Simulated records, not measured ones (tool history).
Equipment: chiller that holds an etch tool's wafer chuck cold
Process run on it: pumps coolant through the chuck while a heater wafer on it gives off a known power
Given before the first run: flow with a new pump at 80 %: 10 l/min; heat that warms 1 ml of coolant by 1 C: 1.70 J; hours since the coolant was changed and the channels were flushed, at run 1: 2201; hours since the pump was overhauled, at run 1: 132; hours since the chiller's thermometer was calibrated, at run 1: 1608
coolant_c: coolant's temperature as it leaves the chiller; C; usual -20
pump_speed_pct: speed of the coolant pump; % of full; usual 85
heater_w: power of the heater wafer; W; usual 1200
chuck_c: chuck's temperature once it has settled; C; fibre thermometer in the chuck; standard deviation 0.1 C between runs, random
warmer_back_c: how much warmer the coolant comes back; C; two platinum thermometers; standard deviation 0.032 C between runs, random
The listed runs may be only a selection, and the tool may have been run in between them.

run    hour  coolant_c  pump_speed_pct  heater_w  hours since the coolant was changed and the channels were flushed  hours since the pump was overhauled  hours since the chiller's thermometer was calibrated  chuck_c  warmer_back_c
  1     0.0        -20              85      1200                                                               2201                                  132                                                  1608     -5.5           4.00
  2   138.7        -20              85      1200                                                               2340                                  270                                                  1747     -5.4           3.99
  3   250.8        -20              85      1200                                                               2452                                  382                                                  1859     -5.6           3.93
  4   314.3        -20              85      1200                                                               2516                                  446                                                  1923     -5.5           3.83
  5   389.6        -20              85      1332                                                               2591                                  521                                                  1998     -4.0           4.33
  6   530.6        -20              85      1332                                                               2732                                  662                                                  2139     -3.7           4.30
  7   616.6        -20              85      1332                                                               2818                                  748                                                  2225     -3.8           4.29
      700.5  -- chiller's thermometer calibrated
  8   752.6        -20              85      1332                                                               2953                                  883                                                    52     -4.1           4.24
  9   818.3        -20              85      1200                                                               3019                                  949                                                   118     -5.7           3.82
 10   892.5        -20              85      1200                                                               3093                                 1023                                                   192     -5.7           3.80
 11   971.1        -26              85      1200                                                               3171                                 1102                                                   271    -11.4           3.77
 12  1075.6        -26              85      1200                                                               3276                                 1206                                                   375    -11.5           3.79
 13  1174.1        -26              85      1200                                                               3374                                 1305                                                   474    -11.5           3.71
 14  1248.7        -18              99      1454                                                               3449                                 1379                                                   548     -2.4           3.89
 15  1372.0        -25              85       858                                                               3572                                 1503                                                   672    -14.5           2.55
 16  1488.4        -26              85      1200                                                               3689                                 1619                                                   788    -11.5           3.63
     1538.3  -- gauge calibrated
 17  1620.1        -26              85      1200                                                               3820                                 1751                                                   920    -11.5           4.00
 18  1741.4        -26              85      1200                                                               3942                                 1872                                                  1041    -11.5           3.93
 19  1812.9        -26              85      1200                                                               4013                                 1944                                                  1112    -11.6           3.92
 20  1898.9        -20              64      1200                                                               4099                                 2030                                                  1198     -1.8           5.12
     1966.3  -- coolant changed, channels flushed
 21  2021.5        -20              88      1200                                                                 55                                 2146                                                  1315     -5.8           3.77
 22  2151.4        -20              88       763                                                                185                                 2276                                                  1445    -11.1           2.32
 23  2218.0        -17              88       763                                                                252                                 2343                                                  1512     -8.1           2.26

Run 24 comes next. What will it give?
 24  2294.7        -17              88       763                                                                328                                 2419                                                  1588        ?              ?

{"run 24": {"chuck_c": -8.0, "warmer_back_c": 2.27}}
With the hidden condition absent and the run-to-run variation left alone, this run would have shown chuck_c -8.0 C, warmer_back_c 2.45 C.
